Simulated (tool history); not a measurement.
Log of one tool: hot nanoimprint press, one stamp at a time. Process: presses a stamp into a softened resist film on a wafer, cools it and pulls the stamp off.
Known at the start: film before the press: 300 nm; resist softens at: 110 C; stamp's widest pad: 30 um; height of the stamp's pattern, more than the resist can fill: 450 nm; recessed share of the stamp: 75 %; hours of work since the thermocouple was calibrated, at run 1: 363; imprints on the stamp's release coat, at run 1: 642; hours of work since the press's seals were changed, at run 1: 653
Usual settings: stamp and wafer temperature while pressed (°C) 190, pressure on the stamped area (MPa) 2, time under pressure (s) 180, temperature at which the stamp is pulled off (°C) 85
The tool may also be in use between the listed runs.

run,hour,stamp and wafer temperature while pressed (°C),pressure on the stamped area (MPa),time under pressure (s),temperature at which the stamp is pulled off (°C),hours of work since the thermocouple was calibrated,imprints on the stamp's release coat,hours of work since the press's seals were changed,resist left under the stamp's widest pad (Å),greatest force while the stamp is pulled off (N)
1,0,190,2,180,85,363,642,653,1707,133
2,15.3,190,2,145,85,371,688,661,1811,132
3,48.1,190,2,180,85,389,787,679,1713,133
# hour 59.6: plate thermocouple calibrated
4,86.2,190,2,180,85,14,893,698,1683,134
# hour 97.6: stamp cleaned and given a new release coat
5,122.3,190,2,180,85,30,75,714,1696,130
6,158.8,196,2,180,85,50,185,734,1489,128
7,187.6,196,2,180,85,66,272,749,1503,133
8,203.1,190,2,180,85,74,319,757,1675,130
9,220,195,2,180,85,83,370,767,1520,132
10,243,190,2,180,85,95,439,779,1679,129
11,262.2,190,2,180,85,106,497,789,1669,131
12,286.6,190,2,180,85,119,570,802,1650,133
13,321.7,190,2,163,73,138,676,821,1700,165
14,337.1,194,2,136,91,146,723,830,1675,115
# hour 338.6: gauge calibrated
15,357.7,194,1.5,136,89,157,785,841,1942,119
16,378.6,201,3.14,123,74,168,848,852,1255,162
# hour 405.1: stamp cleaned and given a new release coat
17,413,194,1.63,123,74,184,24,867,1908,161
# hour 432.9: press's hydraulic seals changed and the load cell set to zero
18,438,189,1.63,123,87,193,75,3,2049,130
19,468.3,190,2,189,72,209,166,19,1653,170
20,502.5,190,2.07,140,78,227,269,37,1785,153
21,529.4,201,1.78,196,73,242,350,52,1395,161
22,552,196,1.93,180,85,254,419,64,1518,135
23,583,202,1.69,265,88,271,512,81,1270,126

3 ways to go on from here, each from the tool as it stands after run 23. What would each give?
A,601.9,190,2,187,73,281,569,91,?,?
B,601.9,190,1.96,180,81,281,569,91,?,?
C,601.9,179,2.6,148,88,281,569,91,?,?

run,resist left under the stamp's widest pad (Å),greatest force while the stamp is pulled off (N)
A,1646,166
B,1687,142
C,1961,126
Without the tool's hidden state the same runs would have given:
run,resist left under the stamp's widest pad (Å),greatest force while the stamp is pulled off (N)
A,1677,165
B,1719,141
C,1999,125
